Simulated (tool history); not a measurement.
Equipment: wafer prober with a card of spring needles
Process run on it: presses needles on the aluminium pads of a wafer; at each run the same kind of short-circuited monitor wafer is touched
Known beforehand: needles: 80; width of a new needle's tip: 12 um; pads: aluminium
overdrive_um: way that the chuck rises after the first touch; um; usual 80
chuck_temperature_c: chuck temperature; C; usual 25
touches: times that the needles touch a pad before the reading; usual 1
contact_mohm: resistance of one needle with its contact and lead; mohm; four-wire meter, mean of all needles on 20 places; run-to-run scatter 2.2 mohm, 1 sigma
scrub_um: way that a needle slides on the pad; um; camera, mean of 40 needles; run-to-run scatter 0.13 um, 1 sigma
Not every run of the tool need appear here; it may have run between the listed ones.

run 1 hour=0.0 | overdrive_um=80 chuck_temperature_c=25 touches=1 | contact_mohm=281 scrub_um=16.60
-- hour=0.6 tips cleaned on abrasive film
run 2 hour=8.2 | overdrive_um=80 chuck_temperature_c=25 touches=1 | contact_mohm=278 scrub_um=16.60
-- hour=10.4 tips cleaned on abrasive film
run 3 hour=12.6 | overdrive_um=80 chuck_temperature_c=25 touches=1 | contact_mohm=260 scrub_um=16.77
-- hour=20.1 tips cleaned on abrasive film
run 4 hour=22.1 | overdrive_um=80 chuck_temperature_c=79 touches=1 | contact_mohm=269 scrub_um=16.53
run 5 hour=26.2 | overdrive_um=80 chuck_temperature_c=79 touches=1 | contact_mohm=289 scrub_um=16.95
-- hour=30.4 tips cleaned on abrasive film
run 6 hour=33.6 | overdrive_um=64 chuck_temperature_c=96 touches=2 | contact_mohm=285 scrub_um=13.21
-- hour=40.1 tips cleaned on abrasive film
run 7 hour=40.1 | overdrive_um=64 chuck_temperature_c=96 touches=2 | contact_mohm=263 scrub_um=13.40
run 8 hour=48.0 | overdrive_um=64 chuck_temperature_c=96 touches=2 | contact_mohm=291 scrub_um=13.12
-- hour=49.9 tips cleaned on abrasive film
run 9 hour=55.9 | overdrive_um=72 chuck_temperature_c=74 touches=1 | contact_mohm=290 scrub_um=14.90
-- hour=60.0 tips cleaned on abrasive film
run 10 hour=65.7 | overdrive_um=80 chuck_temperature_c=55 touches=2 | contact_mohm=264 scrub_um=16.66

4 options for the next run, each taken on its own from the tool as it stands now. Forecast them:
-- hour=70.2 tips cleaned on abrasive film
run A hour=70.5 | overdrive_um=95 chuck_temperature_c=54 touches=1 | contact_mohm=? scrub_um=?
-- hour=70.2 tips cleaned on abrasive film
run B hour=70.5 | overdrive_um=80 chuck_temperature_c=45 touches=3 | contact_mohm=? scrub_um=?
-- hour=70.2 tips cleaned on abrasive film
run C hour=70.5 | overdrive_um=80 chuck_temperature_c=61 touches=2 | contact_mohm=? scrub_um=?
-- hour=70.2 tips cleaned on abrasive film
run D hour=70.5 | overdrive_um=78 chuck_temperature_c=25 touches=1 | contact_mohm=? scrub_um=?

run=A contact_mohm=249 scrub_um=19.64
run=B contact_mohm=244 scrub_um=16.45
run=C contact_mohm=253 scrub_um=16.50
run=D contact_mohm=242 scrub_um=16.26
What these runs would have given with no unlogged condition in the tool:
run=A contact_mohm=245 scrub_um=19.81
run=B contact_mohm=241 scrub_um=16.62
run=C contact_mohm=249 scrub_um=16.67
run=D contact_mohm=236 scrub_um=16.43
